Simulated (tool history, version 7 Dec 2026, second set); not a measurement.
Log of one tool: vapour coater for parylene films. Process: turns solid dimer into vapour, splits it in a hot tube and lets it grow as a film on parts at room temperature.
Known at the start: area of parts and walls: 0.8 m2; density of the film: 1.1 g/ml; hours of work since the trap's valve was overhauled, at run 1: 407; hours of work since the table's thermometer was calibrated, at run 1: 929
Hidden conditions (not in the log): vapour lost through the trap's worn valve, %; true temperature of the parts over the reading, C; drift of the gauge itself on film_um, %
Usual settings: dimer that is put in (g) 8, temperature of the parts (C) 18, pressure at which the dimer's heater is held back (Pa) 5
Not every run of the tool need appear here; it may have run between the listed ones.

run    hour  dimer that is put in (g)  temperature of the parts (C)  pressure at which the dimer's heater is held back (Pa)  hours of work since the trap's valve was overhauled  hours of work since the table's thermometer was calibrated  thickness of the film (um)
  1       0                         8                            18                                                       5                                                  407                                                         929                        3.96
         28  -- trap's valve overhauled
  2    57.9                         8                            18                                                       5                                                   25                                                         974                        4.26
  3   119.3                         3                            18                                                       5                                                   77                                                        1026                        1.56
  4   153.6                         8                            18                                                       5                                                  106                                                        1055                         4.2
  5   197.1                         8                            18                                                       5                                                  143                                                        1092                        4.19
  6     237                         8                            18                                                       5                                                  177                                                        1126                        4.12
  7   284.6                         8                            18                                                       5                                                  217                                                        1166                        4.13
  8   343.8                         8                            18                                                       5                                                  267                                                        1216                        4.09
  9   387.1                         8                            18                                                       5                                                  304                                                        1253                        4.07
 10   422.8                         8                            18                                                    2.34                                                  334                                                        1283                        4.44
 11   473.4                         8                            18                                                       5                                                  377                                                        1326                        4.02
 12   514.2                         8                            18                                                       5                                                  411                                                        1360                        3.96
      534.9  -- trap's valve overhauled
 13   565.3                         5                            14                                                       5                                                   26                                                        1400                        3.02
 14   597.9                        10                            14                                                       5                                                   53                                                        1428                        6.05
 15   638.1                         6                            14                                                    3.17                                                   87                                                        1461                        3.78
 16     694                         3                            11                                                    4.21                                                  134                                                        1509                           2
 17   754.7                         5                            11                                                    3.04                                                  186                                                        1560                        3.49
 18   792.1                        11                            25                                                    2.89                                                  217                                                        1592                        4.83
 19   845.3                        13                            18                                                       5                                                  262                                                        1637                        6.62
 20   901.3                         8                            10                                                       5                                                  310                                                        1684                        5.28
 21   952.8                         8                            10                                                       5                                                  353                                                        1727                        5.21
 22   986.7                         6                            21                                                    7.16                                                  382                                                        1756                        2.57
     1043.9  -- trap's valve overhauled
 23  1051.5                         9                            23                                                    5.47                                                    6                                                        1808                        3.96
 24  1089.6                        13                            18                                                       5                                                   39                                                        1840                        6.79

Below are 3 alternative next runs, each starting from the tool's condition after run 24. Predict each:
  A  1132.5                         8                            16                                                    2.83                                                   75                                                        1876                           ?
  B  1132.5                        13                            18                                                    7.19                                                   75                                                        1876                           ?
  C  1132.5                        10                            18                                                       5                                                   75                                                        1876                           ?

run  thickness of the film (um)
  A                        4.79
  B                        6.46
  C                        5.21
With no hidden state in the tool, these same runs would have given:
run  thickness of the film (um)
  A                           5
  B                        6.74
  C                        5.43
